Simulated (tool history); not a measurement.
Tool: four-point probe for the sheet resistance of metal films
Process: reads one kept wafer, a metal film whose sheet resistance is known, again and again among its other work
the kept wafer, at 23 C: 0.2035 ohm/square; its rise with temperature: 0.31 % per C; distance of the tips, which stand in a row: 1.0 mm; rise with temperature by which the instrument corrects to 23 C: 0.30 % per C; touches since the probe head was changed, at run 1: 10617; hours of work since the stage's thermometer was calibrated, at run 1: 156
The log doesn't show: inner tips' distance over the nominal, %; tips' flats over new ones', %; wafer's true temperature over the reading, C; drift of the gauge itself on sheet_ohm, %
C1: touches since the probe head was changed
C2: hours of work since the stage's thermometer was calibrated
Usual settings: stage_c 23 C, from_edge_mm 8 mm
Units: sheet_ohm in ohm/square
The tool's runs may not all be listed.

run 1 day=0.000 | stage_c=23 from_edge_mm=8 | C1=10617 C2=156 | sheet_ohm=0.205621
run 2 day=0.638 | stage_c=25 from_edge_mm=8 | C1=11176 C2=168 | sheet_ohm=0.205758
run 3 day=1.250 | stage_c=22 from_edge_mm=8 | C1=11718 C2=179 | sheet_ohm=0.205637
run 4 day=1.658 | stage_c=27 from_edge_mm=8 | C1=12076 C2=187 | sheet_ohm=0.205782
run 5 day=2.150 | stage_c=27 from_edge_mm=8 | C1=12509 C2=196 | sheet_ohm=0.205722
run 6 day=2.496 | stage_c=27 from_edge_mm=8 | C1=12813 C2=202 | sheet_ohm=0.205700
run 7 day=2.908 | stage_c=27 from_edge_mm=50 | C1=13175 C2=210 | sheet_ohm=0.204176
run 8 day=3.388 | stage_c=27 from_edge_mm=50 | C1=13598 C2=219 | sheet_ohm=0.204212
run 9 day=3.733 | stage_c=23 from_edge_mm=8 | C1=13899 C2=225 | sheet_ohm=0.205658
run 10 day=4.121 | stage_c=23 from_edge_mm=8 | C1=14243 C2=232 | sheet_ohm=0.205781
run 11 day=4.462 | stage_c=20 from_edge_mm=8 | C1=14544 C2=239 | sheet_ohm=0.205621
run 12 day=5.000 | stage_c=20 from_edge_mm=8 | C1=15016 C2=249 | sheet_ohm=0.205655
run 13 day=5.438 | stage_c=20 from_edge_mm=8 | C1=15401 C2=257 | sheet_ohm=0.205745
run 14 day=6.062 | stage_c=20 from_edge_mm=8 | C1=15951 C2=268 | sheet_ohm=0.205660
run 15 day=6.629 | stage_c=20 from_edge_mm=8 | C1=16448 C2=279 | sheet_ohm=0.205750
run 16 day=7.029 | stage_c=27 from_edge_mm=3 | C1=16801 C2=286 | sheet_ohm=0.215581
run 17 day=7.400 | stage_c=21 from_edge_mm=22 | C1=17128 C2=293 | sheet_ohm=0.204274
run 18 day=7.779 | stage_c=31 from_edge_mm=22 | C1=17458 C2=300 | sheet_ohm=0.204524
run 19 day=8.312 | stage_c=31 from_edge_mm=9 | C1=17929 C2=310 | sheet_ohm=0.205622
run 20 day=8.858 | stage_c=31 from_edge_mm=9 | C1=18411 C2=320 | sheet_ohm=0.205691
run 21 day=9.479 | stage_c=31 from_edge_mm=9 | C1=18955 C2=332 | sheet_ohm=0.205639
run 22 day=10.021 | stage_c=21 from_edge_mm=4 | C1=19431 C2=342 | sheet_ohm=0.210726
run 23 day=10.362 | stage_c=21 from_edge_mm=4 | C1=19733 C2=348 | sheet_ohm=0.210740
run 24 day=10.821 | stage_c=19 from_edge_mm=4 | C1=20137 C2=357 | sheet_ohm=0.210690
run 25 day=11.208 | stage_c=19 from_edge_mm=4 | C1=20479 C2=364 | sheet_ohm=0.210644
run 26 day=11.675 | stage_c=19 from_edge_mm=4 | C1=20888 C2=373 | sheet_ohm=0.210701
run 27 day=11.975 | stage_c=31 from_edge_mm=56 | C1=21153 C2=378 | sheet_ohm=0.204384

Hidden state or all else? Some run-to-run changes of sheet_ohm, split into what the settings, what came in and random variation would give without the hidden state, and what is left for the hidden state (with any gauge scatter that isn't in both results):
Run 15 -> 16: stage_c 20 -> 27, from_edge_mm 8 -> 3. sheet_ohm +0.009831 ohm/square: hidden state +0.000029, all else +0.009802.
Run 16 -> 17: stage_c 27 -> 21, from_edge_mm 3 -> 22. sheet_ohm -0.011307 ohm/square: hidden state -0.000021, all else -0.011286.
Run 21 -> 22: stage_c 31 -> 21, from_edge_mm 9 -> 4. sheet_ohm +0.005087 ohm/square: hidden state +0.000025, all else +0.005062.
